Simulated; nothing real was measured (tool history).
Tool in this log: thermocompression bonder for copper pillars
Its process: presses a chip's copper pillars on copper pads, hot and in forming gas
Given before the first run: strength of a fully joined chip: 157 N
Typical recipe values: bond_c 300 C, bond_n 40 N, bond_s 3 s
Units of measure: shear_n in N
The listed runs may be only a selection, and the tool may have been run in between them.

run    hour  bond_c  bond_n  bond_s  shear_n
  1     0.0     300      40       3     94.8
  2    54.0     300      40       3     93.8
  3    98.2     300      40       3     93.5
  4   134.8     300      51       3    109.9
  5   173.4     300      51       3    107.2
  6   216.6     300      40       3     91.5
  7   276.7     300      40       3     89.2
      324.4  -- force cell calibrated
  8   353.1     300      40       3     96.1
  9   426.9     300      40       4    102.9
      487.1  -- forming gas filter changed
 10   492.4     300      40       4    109.0
 11   543.1     300      40       4    108.7
 12   580.1     300      40       4    105.3
      640.7  -- heater calibrated with a thermocouple chip
 13   640.7     300      40       4    113.3
 14   678.2     300      40       3    107.3
 15   719.6     318      40       3    123.2
 16   758.3     300      33       3     92.7
 17   832.4     300      40       3    103.3
 18   891.1     300      40       3    104.2
 19   956.1     300      40       5    115.2
 20   986.8     300      40       3    102.9
 21  1051.0     295      48       4    116.0
     1082.4  -- forming gas filter changed
 22  1111.1     320      39       3    122.8
 23  1184.9     320      39       3    123.1
 24  1244.5     320      39       3    123.4
 25  1283.7     320      39       3    120.0
 26  1329.3     320      59       4    144.3
 27  1382.1     320      59       4    140.2
 28  1453.4     300      40       4    108.9
 29  1497.3     329      36       4    125.5
 30  1539.9     279      55       4    105.3
 31  1593.4     304      46       9    133.5
 32  1646.8     291      32       9    101.3
     1676.7  -- forming gas filter changed
 33  1682.6     300      37       2     86.7
 34  1749.8     300      40       6    119.7
 35  1804.1     300      40       6    120.3
 36  1869.4     304      51       2    109.3
 37  1933.3     299      51       2    103.1
 38  1991.7     289      26       9     85.6
 39  2029.7     310      40       2     95.2

What if the next run were any one of these 3? Each begins from the tool's condition after run 39:
  A  2085.0     274      40       2        ?
  B  2085.0     310      29       2        ?
  C  2085.0     283      40       2        ?

run  shear_n
  A     57.3
  B     72.6
  C     65.7
With no hidden state in the tool, these same runs would have given:
run  shear_n
  A     70.0
  B     86.5
  C     79.4
